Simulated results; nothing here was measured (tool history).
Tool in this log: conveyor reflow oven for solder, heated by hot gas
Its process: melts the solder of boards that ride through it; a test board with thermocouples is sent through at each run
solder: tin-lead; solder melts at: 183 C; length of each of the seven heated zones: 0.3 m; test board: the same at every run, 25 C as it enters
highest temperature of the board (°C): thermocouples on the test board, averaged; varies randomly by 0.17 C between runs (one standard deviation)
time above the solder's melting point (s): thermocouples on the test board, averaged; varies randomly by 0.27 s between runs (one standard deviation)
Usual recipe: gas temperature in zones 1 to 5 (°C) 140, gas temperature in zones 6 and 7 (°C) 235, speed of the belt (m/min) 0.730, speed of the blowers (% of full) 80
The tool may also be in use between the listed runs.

run,hour,gas temperature in zones 1 to 5 (°C),gas temperature in zones 6 and 7 (°C),speed of the belt (m/min),speed of the blowers (% of full),highest temperature of the board (°C),time above the solder's melting point (s)
1,0.0,140,235,0.730,80,218.1,37.3
2,9.1,140,235,0.730,80,217.9,37.2
3,17.1,140,235,0.730,80,217.9,37.2
4,23.1,140,235,0.730,80,218.0,37.9
5,29.2,140,235,0.730,80,218.0,37.6
6,33.2,144,235,0.730,80,218.8,38.9
7,42.5,144,235,0.730,80,218.8,38.9
8,50.7,144,235,0.730,80,218.8,38.6
9,58.8,140,235,0.730,71,215.9,36.4
10,64.0,140,235,0.730,71,216.3,36.6
11,68.7,140,235,0.730,71,216.0,36.5
12,75.5,140,235,0.730,71,215.7,36.5
13,80.6,143,235,0.730,80,218.4,38.3
# hour 85.1: belt drive overhauled, speed set with a stopwatch
14,92.0,140,235,0.656,80,221.2,43.5
15,97.5,127,235,0.656,57,213.8,36.3
16,104.5,140,240,0.730,80,221.6,39.5
17,110.8,139,233,0.689,80,217.6,39.4
18,116.1,139,233,0.689,80,217.6,39.5
19,124.2,127,245,0.714,76,223.7,38.7
# hour 129.0: belt drive overhauled, speed set with a stopwatch, once more
20,132.3,144,243,0.752,82,224.7,40.3
21,141.1,133,240,0.591,76,227.1,50.0
22,148.8,133,244,0.591,76,230.2,51.6
23,153.5,140,235,0.773,80,215.5,33.5
24,159.3,140,235,0.773,80,215.0,33.3
25,166.3,140,235,0.773,80,215.6,34.0

A few steps of highest temperature of the board (°C) between consecutive runs. Split each: what settings, incoming material and random variation would produce without the hidden state, and what is left over for the hidden state, along with gauge scatter present in only one of the two compared results (measured, and without hidden state):
Hidden conditions of the tool in this case: heat that the gas passes to the board, % of a clean oven's; belt's true speed, % of the reading; true gas temperature in zones 6 and 7 over the reading, C; drift of the gauge itself on peak_c, C; drift of the gauge itself on liquid_s, %.
Run 15 -> 16: gas temperature in zones 1 to 5 (°C) 127 -> 140, gas temperature in zones 6 and 7 (°C) 235 -> 240, speed of the belt (m/min) 0.656 -> 0.730, speed of the blowers (% of full) 57 -> 80. highest temperature of the board (°C) +7.8: hidden state -0.2, all else +8.0.
Run 18 -> 19: gas temperature in zones 1 to 5 (°C) 139 -> 127, gas temperature in zones 6 and 7 (°C) 233 -> 245, speed of the belt (m/min) 0.689 -> 0.714, speed of the blowers (% of full) 80 -> 76. highest temperature of the board (°C) +6.1: hidden state -0.4, all else +6.5.
Run 20 -> 21: gas temperature in zones 1 to 5 (°C) 144 -> 133, gas temperature in zones 6 and 7 (°C) 243 -> 240, speed of the belt (m/min) 0.752 -> 0.591, speed of the blowers (% of full) 82 -> 76. highest temperature of the board (°C) +2.4: hidden state +0.4, all else +2.0.
Run 22 -> 23: gas temperature in zones 1 to 5 (°C) 133 -> 140, gas temperature in zones 6 and 7 (°C) 244 -> 235, speed of the belt (m/min) 0.591 -> 0.773, speed of the blowers (% of full) 76 -> 80. highest temperature of the board (°C) -14.7: hidden state -0.3, all else -14.4.
